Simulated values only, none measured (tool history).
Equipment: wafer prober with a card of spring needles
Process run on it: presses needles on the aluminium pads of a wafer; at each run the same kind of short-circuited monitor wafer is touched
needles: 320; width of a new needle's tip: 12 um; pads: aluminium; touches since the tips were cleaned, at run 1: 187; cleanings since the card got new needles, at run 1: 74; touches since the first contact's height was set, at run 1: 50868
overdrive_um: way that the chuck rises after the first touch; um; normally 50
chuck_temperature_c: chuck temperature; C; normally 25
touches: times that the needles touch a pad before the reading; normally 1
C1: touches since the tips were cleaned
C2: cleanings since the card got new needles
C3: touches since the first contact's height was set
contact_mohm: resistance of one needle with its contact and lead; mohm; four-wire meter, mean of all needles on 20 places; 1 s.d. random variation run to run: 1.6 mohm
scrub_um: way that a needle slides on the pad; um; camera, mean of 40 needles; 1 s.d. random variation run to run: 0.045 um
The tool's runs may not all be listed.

run 1 day=0.000 | overdrive_um=50 chuck_temperature_c=25 touches=1 | C1=187 C2=74 C3=50868 | contact_mohm=177 scrub_um=7.30
-- day=0.175 tips cleaned on abrasive film
-- day=0.388 tips cleaned on abrasive film
-- day=0.562 tips cleaned on abrasive film
-- day=0.779 tips cleaned on abrasive film
-- day=0.996 tips cleaned on abrasive film
-- day=1.212 tips cleaned on abrasive film
-- day=1.383 tips cleaned on abrasive film
-- day=1.600 tips cleaned on abrasive film
-- day=1.775 tips cleaned on abrasive film
-- day=1.988 tips cleaned on abrasive film
-- day=2.204 tips cleaned on abrasive film
-- day=2.421 tips cleaned on abrasive film
-- day=2.596 tips cleaned on abrasive film
-- day=2.812 tips cleaned on abrasive film
-- day=3.025 tips cleaned on abrasive film
-- day=3.167 height of the first contact set anew
-- day=3.254 tips cleaned on abrasive film
-- day=3.429 tips cleaned on abrasive film
-- day=3.646 tips cleaned on abrasive film
-- day=3.858 tips cleaned on abrasive film
run 2 day=3.971 | overdrive_um=50 chuck_temperature_c=25 touches=1 | C1=2091 C2=93 C3=14761 | contact_mohm=243 scrub_um=7.45
-- day=4.062 tips cleaned on abrasive film
-- day=4.275 tips cleaned on abrasive film
-- day=4.450 tips cleaned on abrasive film
-- day=4.667 tips cleaned on abrasive film
-- day=4.842 tips cleaned on abrasive film
-- day=5.054 tips cleaned on abrasive film
-- day=5.229 tips cleaned on abrasive film
-- day=5.404 tips cleaned on abrasive film
-- day=5.617 tips cleaned on abrasive film
-- day=5.792 tips cleaned on abrasive film
-- day=6.008 tips cleaned on abrasive film
-- day=6.183 tips cleaned on abrasive film
-- day=6.396 tips cleaned on abrasive film
-- day=6.571 tips cleaned on abrasive film
-- day=6.788 tips cleaned on abrasive film
-- day=7.004 tips cleaned on abrasive film
-- day=7.217 tips cleaned on abrasive film
run 3 day=7.388 | overdrive_um=50 chuck_temperature_c=25 touches=1 | C1=3121 C2=110 C3=77274 | contact_mohm=277 scrub_um=7.19
-- day=7.433 tips cleaned on abrasive film
-- day=7.604 tips cleaned on abrasive film
-- day=7.821 tips cleaned on abrasive film
-- day=7.996 tips cleaned on abrasive film
-- day=8.212 tips cleaned on abrasive film
-- day=8.383 tips cleaned on abrasive film
-- day=8.600 tips cleaned on abrasive film
-- day=8.817 tips cleaned on abrasive film
-- day=9.033 tips cleaned on abrasive film
-- day=9.088 height of the first contact set anew
-- day=9.258 tips cleaned on abrasive film
run 4 day=9.279 | overdrive_um=50 chuck_temperature_c=25 touches=1 | C1=373 C2=120 C3=3541 | contact_mohm=190 scrub_um=7.56
-- day=9.454 tips cleaned on abrasive film
-- day=9.629 tips cleaned on abrasive film
-- day=9.842 tips cleaned on abrasive film
-- day=10.058 tips cleaned on abrasive film
-- day=10.275 tips cleaned on abrasive film
-- day=10.492 tips cleaned on abrasive film
-- day=10.708 tips cleaned on abrasive film
-- day=10.921 tips cleaned on abrasive film
-- day=11.108 tips cleaned on abrasive film
run 5 day=11.108 | overdrive_um=50 chuck_temperature_c=35 touches=1 | C1=0 C2=129 C3=37031 | contact_mohm=173 scrub_um=7.41
-- day=11.283 tips cleaned on abrasive film
-- day=11.454 tips cleaned on abrasive film
-- day=11.671 tips cleaned on abrasive film
-- day=11.888 tips cleaned on abrasive film
-- day=12.062 tips cleaned on abrasive film
-- day=12.233 tips cleaned on abrasive film
-- day=12.408 tips cleaned on abrasive film
-- day=12.625 tips cleaned on abrasive film
-- day=12.842 tips cleaned on abrasive film
-- day=13.012 tips cleaned on abrasive film
-- day=13.188 tips cleaned on abrasive film
-- day=13.404 tips cleaned on abrasive film
-- day=13.579 tips cleaned on abrasive film
run 6 day=13.579 | overdrive_um=50 chuck_temperature_c=35 touches=1 | C1=0 C2=142 C3=82257 | contact_mohm=172 scrub_um=7.15
-- day=13.796 tips cleaned on abrasive film
-- day=14.012 tips cleaned on abrasive film
-- day=14.188 tips cleaned on abrasive film
-- day=14.358 tips cleaned on abrasive film
-- day=14.533 tips cleaned on abrasive film
-- day=14.750 tips cleaned on abrasive film
-- day=14.921 tips cleaned on abrasive film
-- day=15.021 height of the first contact set anew
-- day=15.150 tips cleaned on abrasive film
-- day=15.325 tips cleaned on abrasive film
-- day=15.542 tips cleaned on abrasive film
-- day=15.712 tips cleaned on abrasive film
-- day=15.929 tips cleaned on abrasive film
run 7 day=16.012 | overdrive_um=50 chuck_temperature_c=35 touches=1 | C1=1523 C2=154 C3=18153 | contact_mohm=238 scrub_um=7.46
-- day=16.142 tips cleaned on abrasive film
-- day=16.358 tips cleaned on abrasive film
-- day=16.575 tips cleaned on abrasive film
-- day=16.792 tips cleaned on abrasive film
-- day=16.962 tips cleaned on abrasive film
-- day=17.179 tips cleaned on abrasive film
-- day=17.396 tips cleaned on abrasive film
-- day=17.896 card fitted with new needles
-- day=18.112 tips cleaned on abrasive film
-- day=18.283 tips cleaned on abrasive film
-- day=18.500 tips cleaned on abrasive film
-- day=18.688 tips cleaned on abrasive film
run 8 day=18.688 | overdrive_um=54 chuck_temperature_c=99 touches=2 | C1=0 C2=4 C3=14465 | contact_mohm=174 scrub_um=8.03
-- day=18.858 tips cleaned on abrasive film
-- day=19.075 tips cleaned on abrasive film
-- day=19.250 tips cleaned on abrasive film
-- day=19.462 tips cleaned on abrasive film
-- day=19.638 tips cleaned on abrasive film
-- day=19.812 tips cleaned on abrasive film
-- day=20.029 tips cleaned on abrasive film
-- day=20.200 tips cleaned on abrasive film
-- day=20.417 tips cleaned on abrasive film
-- day=20.629 tips cleaned on abrasive film
run 9 day=20.629 | overdrive_um=54 chuck_temperature_c=47 touches=2 | C1=0 C2=14 C3=50042 | contact_mohm=164 scrub_um=7.92
-- day=20.846 tips cleaned on abrasive film
-- day=21.062 tips cleaned on abrasive film
-- day=21.275 tips cleaned on abrasive film
-- day=21.492 tips cleaned on abrasive film
-- day=21.667 tips cleaned on abrasive film
-- day=21.842 tips cleaned on abrasive film
-- day=22.012 tips cleaned on abrasive film
-- day=22.229 tips cleaned on abrasive film
-- day=22.404 tips cleaned on abrasive film
-- day=22.621 tips cleaned on abrasive film
-- day=22.792 tips cleaned on abrasive film
-- day=23.008 tips cleaned on abrasive film
-- day=23.183 tips cleaned on abrasive film
-- day=23.396 tips cleaned on abrasive film
-- day=23.571 tips cleaned on abrasive film
-- day=23.788 tips cleaned on abrasive film
-- day=23.842 height of the first contact set anew
-- day=23.975 tips cleaned on abrasive film
-- day=24.188 tips cleaned on abrasive film
-- day=24.362 tips cleaned on abrasive film
-- day=24.579 tips cleaned on abrasive film
run 10 day=24.729 | overdrive_um=54 chuck_temperature_c=72 touches=2 | C1=2806 C2=34 C3=16268 | contact_mohm=200 scrub_um=8.08
-- day=24.775 tips cleaned on abrasive film
-- day=24.950 tips cleaned on abrasive film
-- day=25.121 tips cleaned on abrasive film
-- day=25.338 tips cleaned on abrasive film
-- day=25.554 tips cleaned on abrasive film
-- day=25.729 tips cleaned on abrasive film
-- day=25.942 tips cleaned on abrasive film
-- day=26.117 tips cleaned on abrasive film
-- day=26.292 tips cleaned on abrasive film
-- day=26.504 tips cleaned on abrasive film
run 11 day=26.612 | overdrive_um=47 chuck_temperature_c=25 touches=1 | C1=2022 C2=44 C3=50756 | contact_mohm=232 scrub_um=6.89
-- day=26.704 tips cleaned on abrasive film
-- day=26.921 tips cleaned on abrasive film
-- day=27.092 tips cleaned on abrasive film
-- day=27.308 tips cleaned on abrasive film
-- day=27.525 tips cleaned on abrasive film
-- day=27.742 tips cleaned on abrasive film
-- day=27.912 tips cleaned on abrasive film
-- day=28.129 tips cleaned on abrasive film
-- day=28.304 tips cleaned on abrasive film
-- day=28.475 tips cleaned on abrasive film
-- day=28.692 tips cleaned on abrasive film
-- day=28.867 tips cleaned on abrasive film
-- day=29.083 tips cleaned on abrasive film
-- day=29.254 tips cleaned on abrasive film
-- day=29.471 tips cleaned on abrasive film
run 12 day=29.638 | overdrive_um=49 chuck_temperature_c=25 touches=1 | C1=3140 C2=59 C3=106161 | contact_mohm=257 scrub_um=6.81
-- day=29.688 tips cleaned on abrasive film
-- day=29.783 height of the first contact set anew
-- day=29.871 tips cleaned on abrasive film
-- day=30.088 tips cleaned on abrasive film
-- day=30.304 tips cleaned on abrasive film
-- day=30.479 tips cleaned on abrasive film
-- day=30.692 tips cleaned on abrasive film
-- day=30.867 tips cleaned on abrasive film
-- day=31.083 tips cleaned on abrasive film
-- day=31.254 tips cleaned on abrasive film
-- day=31.471 tips cleaned on abrasive film
-- day=31.688 tips cleaned on abrasive film
-- day=31.904 tips cleaned on abrasive film
-- day=32.121 tips cleaned on abrasive film
-- day=32.338 tips cleaned on abrasive film
-- day=32.550 tips cleaned on abrasive film
-- day=32.767 tips cleaned on abrasive film
-- day=32.983 tips cleaned on abrasive film
run 13 day=33.129 | overdrive_um=53 chuck_temperature_c=25 touches=1 | C1=2721 C2=76 C3=61321 | contact_mohm=243 scrub_um=7.65
-- day=33.175 tips cleaned on abrasive film
-- day=33.350 tips cleaned on abrasive film
-- day=33.521 tips cleaned on abrasive film
-- day=33.738 tips cleaned on abrasive film
-- day=33.912 tips cleaned on abrasive film
-- day=34.083 tips cleaned on abrasive film
-- day=34.300 tips cleaned on abrasive film
-- day=34.475 tips cleaned on abrasive film
-- day=34.692 tips cleaned on abrasive film
-- day=34.908 tips cleaned on abrasive film
run 14 day=34.946 | overdrive_um=48 chuck_temperature_c=45 touches=2 | C1=724 C2=86 C3=94514 | contact_mohm=189 scrub_um=6.82

For each run, the measured value with the value that run would have given without the tool's hidden condition subtracted. The run-to-run variation is shared by both, the gauge scatter possibly not:
The tool's hidden condition here consists of: debris on the tips, nm; way that the needles fall short of the set height, um; tips' diameter, um; drift of the gauge itself on contact_mohm, %; drift of the gauge itself on scrub_um, %.
run=1 contact_mohm=+20 scrub_um=-0.26
run=2 contact_mohm=+88 scrub_um=-0.08
run=3 contact_mohm=+122 scrub_um=-0.37
run=4 contact_mohm=+34 scrub_um=-0.02
run=5 contact_mohm=+13 scrub_um=-0.17
run=6 contact_mohm=+14 scrub_um=-0.41
run=7 contact_mohm=+82 scrub_um=-0.09
run=8 contact_mohm=+3 scrub_um=-0.08
run=9 contact_mohm=+4 scrub_um=-0.26
run=10 contact_mohm=+35 scrub_um=-0.07
run=11 contact_mohm=+73 scrub_um=-0.26
run=12 contact_mohm=+100 scrub_um=-0.52
run=13 contact_mohm=+85 scrub_um=-0.28
run=14 contact_mohm=+29 scrub_um=-0.46

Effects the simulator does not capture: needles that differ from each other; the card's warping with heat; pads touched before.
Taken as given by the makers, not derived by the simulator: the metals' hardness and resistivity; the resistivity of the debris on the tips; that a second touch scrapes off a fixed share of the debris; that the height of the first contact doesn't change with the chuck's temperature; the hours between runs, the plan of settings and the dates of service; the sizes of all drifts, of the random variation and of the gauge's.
